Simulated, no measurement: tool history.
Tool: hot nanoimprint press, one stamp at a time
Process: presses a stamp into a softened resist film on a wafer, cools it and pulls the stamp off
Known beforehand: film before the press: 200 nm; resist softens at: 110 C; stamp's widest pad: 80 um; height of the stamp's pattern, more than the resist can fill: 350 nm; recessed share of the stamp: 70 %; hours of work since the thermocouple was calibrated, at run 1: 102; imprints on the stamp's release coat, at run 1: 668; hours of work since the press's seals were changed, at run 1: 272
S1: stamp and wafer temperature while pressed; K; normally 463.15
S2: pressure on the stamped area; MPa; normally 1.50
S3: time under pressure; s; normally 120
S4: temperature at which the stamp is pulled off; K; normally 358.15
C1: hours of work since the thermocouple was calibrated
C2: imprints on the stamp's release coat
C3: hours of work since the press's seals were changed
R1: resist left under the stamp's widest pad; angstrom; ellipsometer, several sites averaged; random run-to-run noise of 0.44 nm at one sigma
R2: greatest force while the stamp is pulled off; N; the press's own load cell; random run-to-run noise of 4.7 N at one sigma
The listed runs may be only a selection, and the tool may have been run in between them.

run	hour	S1	S2	S3	S4	C1	C2	C3	R1	R2
1	0.0	463.15	1.50	120	358.15	102	668	272	1075	294
2	46.1	463.15	1.50	120	358.15	125	748	295	1078	297
3	81.1	463.15	1.50	120	358.15	142	810	312	1086	295
4	110.5	463.15	1.50	120	358.15	157	861	327	1083	311
5	160.0	463.15	1.50	120	358.15	181	948	351	1085	314
6	203.8	463.15	1.50	120	358.15	203	1025	373	1079	312
7	232.8	463.15	1.50	120	358.15	217	1075	387	1090	320
8	273.9	461.15	1.50	120	358.15	238	1147	407	1147	332
9	308.0	463.15	1.50	117	358.15	254	1207	424	1105	336
10	337.0	463.15	1.50	117	358.15	269	1258	439	1099	341
11	382.6	463.15	1.50	120	356.15	291	1338	461	1091	352
12	422.1	463.15	0.93	120	358.15	311	1407	481	1297	351
13	465.7	463.15	1.50	222	358.15	332	1483	502	882	364
14	490.0	463.15	1.50	120	358.15	344	1526	514	1107	383
15	519.5	463.15	1.50	120	358.15	359	1577	529	1112	375
# hour 544.4: plate thermocouple calibrated
16	568.5	463.15	2.11	120	358.15	12	1658	552	943	375
17	615.1	461.15	1.50	120	358.15	35	1740	575	1145	381
# hour 634.5: stamp cleaned and given a new release coat
18	664.3	463.15	1.54	120	363.15	56	52	596	1059	220
19	719.5	463.15	0.94	120	352.15	84	149	623	1271	263
20	765.9	458.15	1.50	75	358.15	107	230	646	1413	244
21	814.6	451.15	1.57	77	358.15	131	315	670	1600	258
22	837.4	451.15	1.57	77	358.15	142	355	681	1599	263
23	870.4	454.15	1.35	120	350.15	158	413	698	1416	286
24	912.4	454.15	1.35	120	350.15	179	487	719	1430	288
25	966.5	455.15	1.19	120	358.15	206	582	745	1449	276
26	1004.8	470.15	1.85	140	358.15	225	649	764	778	273
27	1050.6	470.15	1.85	140	350.15	247	729	787	786	313
28	1095.9	470.15	1.85	140	350.15	270	808	809	779	319
29	1130.2	467.15	1.81	78	350.15	287	868	826	1069	320
30	1162.7	467.15	1.81	78	350.15	303	925	842	1073	325

For some of the steps in R1 from one run to the next: how much would appear even if the tool had no hidden state, given the settings, what came in and random variation, and how much remains for the hidden state plus any gauge scatter that the measured result and the result without hidden state don't share?
Hidden conditions of the tool in this case: true temperature over the reading, C; pressure that arrives at the usual setting, %; grip of the stamp's worn release coat, % over a new coat's; drift of the gauge itself on residual_nm, %; drift of the gauge itself on pull_off_n, %.
Run 12 -> 13: S2 0.93 -> 1.50, S3 120 -> 222. R1 -415 angstrom: hidden state +4, all else -419.
Run 15 -> 16: S2 1.50 -> 2.11, plate thermocouple calibrated. R1 -169 angstrom: hidden state -25, all else -144.
Run 19 -> 20: S1 463.15 -> 458.15, S2 0.94 -> 1.50, S3 120 -> 75, S4 352.15 -> 358.15. R1 +142 angstrom: hidden state +8, all else +134.
Run 25 -> 26: S1 455.15 -> 470.15, S2 1.19 -> 1.85, S3 120 -> 140. R1 -671 angstrom: hidden state +0, all else -671.
Run 28 -> 29: S1 470.15 -> 467.15, S2 1.85 -> 1.81, S3 140 -> 78. R1 +290 angstrom: hidden state +11, all else +279.
